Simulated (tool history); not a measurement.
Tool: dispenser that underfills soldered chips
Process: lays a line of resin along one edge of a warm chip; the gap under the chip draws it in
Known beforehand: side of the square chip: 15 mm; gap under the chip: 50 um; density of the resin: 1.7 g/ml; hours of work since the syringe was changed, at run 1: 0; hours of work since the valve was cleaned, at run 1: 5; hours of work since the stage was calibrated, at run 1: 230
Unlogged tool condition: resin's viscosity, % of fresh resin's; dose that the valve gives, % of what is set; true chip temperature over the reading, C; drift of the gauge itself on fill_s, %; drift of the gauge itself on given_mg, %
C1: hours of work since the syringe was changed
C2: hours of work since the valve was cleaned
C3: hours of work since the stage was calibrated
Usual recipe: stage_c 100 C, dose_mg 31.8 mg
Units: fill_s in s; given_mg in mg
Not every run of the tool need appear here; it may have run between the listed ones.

run 1 hour=0 | stage_c=100 dose_mg=31.8 | C1=0 C2=5 C3=230 | fill_s=250.5 given_mg=31.66
-- hour=9.7 new syringe of resin
run 2 hour=10.1 | stage_c=100 dose_mg=31.8 | C1=0 C2=11 C3=236 | fill_s=265.6 given_mg=31.3
run 3 hour=15.5 | stage_c=100 dose_mg=31.8 | C1=4 C2=15 C3=239 | fill_s=298.6 given_mg=31.57
-- hour=19.2 new syringe of resin
run 4 hour=23 | stage_c=100 dose_mg=31.8 | C1=2 C2=19 C3=244 | fill_s=286.6 given_mg=31.33
-- hour=28.8 new syringe of resin
run 5 hour=29.6 | stage_c=100 dose_mg=31.8 | C1=0 C2=23 C3=248 | fill_s=264.2 given_mg=31.17
run 6 hour=36 | stage_c=100 dose_mg=31.8 | C1=4 C2=27 C3=251 | fill_s=312.5 given_mg=30.89
-- hour=38.4 new syringe of resin
run 7 hour=43.6 | stage_c=111 dose_mg=31.8 | C1=3 C2=31 C3=256 | fill_s=188 given_mg=30.98
-- hour=48.1 new syringe of resin
run 8 hour=52.2 | stage_c=111 dose_mg=31.8 | C1=3 C2=36 C3=261 | fill_s=189.1 given_mg=30.75
-- hour=57.7 new syringe of resin
run 9 hour=57.8 | stage_c=111 dose_mg=31.8 | C1=0 C2=39 C3=264 | fill_s=164.7 given_mg=30.56
run 10 hour=63.5 | stage_c=111 dose_mg=31.8 | C1=3 C2=43 C3=268 | fill_s=194.8 given_mg=30.5
-- hour=67.7 new syringe of resin
run 11 hour=70.4 | stage_c=111 dose_mg=31.8 | C1=2 C2=47 C3=272 | fill_s=176.7 given_mg=30.42
run 12 hour=76 | stage_c=111 dose_mg=31.8 | C1=5 C2=50 C3=275 | fill_s=203.2 given_mg=30.26
-- hour=77.3 new syringe of resin
-- hour=80.5 dispensing valve cleaned and set on the balance
-- hour=87.7 new syringe of resin
run 13 hour=88.4 | stage_c=100 dose_mg=32.4 | C1=0 C2=5 C3=282 | fill_s=264.5 given_mg=32.15
run 14 hour=95.9 | stage_c=100 dose_mg=32.4 | C1=5 C2=9 C3=286 | fill_s=328.1 given_mg=32.05
-- hour=97.1 new syringe of resin
run 15 hour=101.6 | stage_c=100 dose_mg=32.4 | C1=3 C2=12 C3=289 | fill_s=291 given_mg=32.11
-- hour=106.3 new syringe of resin
run 16 hour=112.1 | stage_c=100 dose_mg=31.8 | C1=3 C2=19 C3=295 | fill_s=308.3 given_mg=31.26
-- hour=115.6 new syringe of resin
run 17 hour=121.1 | stage_c=100 dose_mg=31.8 | C1=3 C2=24 C3=301 | fill_s=300.3 given_mg=31.19
-- hour=125.3 new syringe of resin
run 18 hour=131 | stage_c=101 dose_mg=37.5 | C1=3 C2=30 C3=307 | fill_s=289.1 given_mg=36.44
-- hour=134.9 new syringe of resin
run 19 hour=141.7 | stage_c=110 dose_mg=31.8 | C1=4 C2=36 C3=313 | fill_s=204.4 given_mg=30.98
-- hour=144.2 new syringe of resin
run 20 hour=148.1 | stage_c=110 dose_mg=31.8 | C1=2 C2=40 C3=317 | fill_s=196.2 given_mg=30.5
run 21 hour=153 | stage_c=110 dose_mg=31.8 | C1=5 C2=43 C3=319 | fill_s=220.8 given_mg=30.62
-- hour=154.3 new syringe of resin
run 22 hour=159.8 | stage_c=97 dose_mg=28.7 | C1=3 C2=47 C3=323 | fill_s=352 given_mg=27.57
-- hour=164 new syringe of resin
-- hour=170.7 dispensing valve cleaned and set on the balance
run 23 hour=172.2 | stage_c=100 dose_mg=28.5 | C1=4 C2=1 C3=330 | fill_s=319.8 given_mg=28.59
-- hour=174.8 new syringe of resin
run 24 hour=180 | stage_c=103 dose_mg=30 | C1=3 C2=5 C3=335 | fill_s=270.2 given_mg=29.82
-- hour=184.5 new syringe of resin
run 25 hour=186.8 | stage_c=103 dose_mg=30 | C1=1 C2=9 C3=339 | fill_s=250.8 given_mg=29.74
-- hour=194 new syringe of resin
run 26 hour=197 | stage_c=103 dose_mg=40.2 | C1=2 C2=15 C3=345 | fill_s=248.6 given_mg=39.73
-- hour=203.4 new syringe of resin
run 27 hour=205.8 | stage_c=86 dose_mg=40.8 | C1=1 C2=20 C3=350 | fill_s=511.9 given_mg=40.08
-- hour=212.9 new syringe of resin
run 28 hour=212.9 | stage_c=106 dose_mg=30.8 | C1=0 C2=25 C3=354 | fill_s=206.1 given_mg=30.21
-- hour=222.7 new syringe of resin
run 29 hour=224 | stage_c=106 dose_mg=30.8 | C1=1 C2=31 C3=360 | fill_s=216.6 given_mg=29.77
run 30 hour=230 | stage_c=108 dose_mg=34.7 | C1=4 C2=35 C3=364 | fill_s=233.3 given_mg=33.2

What does the tool deliver on the next run?
-- hour=232.6 new syringe of resin
run 31 hour=240.8 | stage_c=108 dose_mg=34.7 | C1=5 C2=41 C3=370 | fill_s=? given_mg=?

Run 31 yielded fill_s 235.3 s, given_mg 33.6 mg.
On a tool with no hidden condition, and with the same random variation, this run would have come out at fill_s 174.8 s, given_mg 34.89 mg.
